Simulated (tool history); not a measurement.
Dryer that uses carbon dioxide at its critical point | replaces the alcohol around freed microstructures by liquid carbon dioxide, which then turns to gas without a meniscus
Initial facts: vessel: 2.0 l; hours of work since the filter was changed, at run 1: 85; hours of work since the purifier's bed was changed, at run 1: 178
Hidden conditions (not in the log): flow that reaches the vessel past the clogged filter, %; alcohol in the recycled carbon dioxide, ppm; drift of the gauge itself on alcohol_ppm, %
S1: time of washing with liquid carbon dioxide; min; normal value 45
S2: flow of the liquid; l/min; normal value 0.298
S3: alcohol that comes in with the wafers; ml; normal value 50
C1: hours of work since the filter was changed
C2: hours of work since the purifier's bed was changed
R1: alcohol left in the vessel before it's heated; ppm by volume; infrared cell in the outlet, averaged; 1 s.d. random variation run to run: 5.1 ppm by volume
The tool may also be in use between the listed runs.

run,day,S1,S2,S3,C1,C2,R1
1,0.000,45,0.298,50,85,178,131
2,0.504,45,0.298,50,92,185,121
3,0.904,45,0.298,50,98,191,134
4,1.292,45,0.293,50,103,196,136
5,1.525,45,0.293,50,107,199,136
6,2.033,32,0.293,50,114,207,494
7,2.504,45,0.298,65,121,213,156
8,2.875,45,0.298,65,126,219,158
9,3.238,49,0.298,50,131,224,108
10,3.742,28,0.299,105,138,231,1527
11,4.012,28,0.299,105,142,235,1457
12,4.308,45,0.298,87,147,239,202
13,4.650,53,0.298,50,152,244,90
14,5.121,45,0.319,50,158,251,123

Hidden state or all else? Some run-to-run changes of R1, split into what the settings, what came in and random variation would give without the hidden state, and what is left for the hidden state (with any gauge scatter that isn't in both results):
Run 9 -> 10: S1 49 -> 28, S2 0.298 -> 0.299, S3 50 -> 105. R1 +1419 ppm by volume: hidden state +113, all else +1306.

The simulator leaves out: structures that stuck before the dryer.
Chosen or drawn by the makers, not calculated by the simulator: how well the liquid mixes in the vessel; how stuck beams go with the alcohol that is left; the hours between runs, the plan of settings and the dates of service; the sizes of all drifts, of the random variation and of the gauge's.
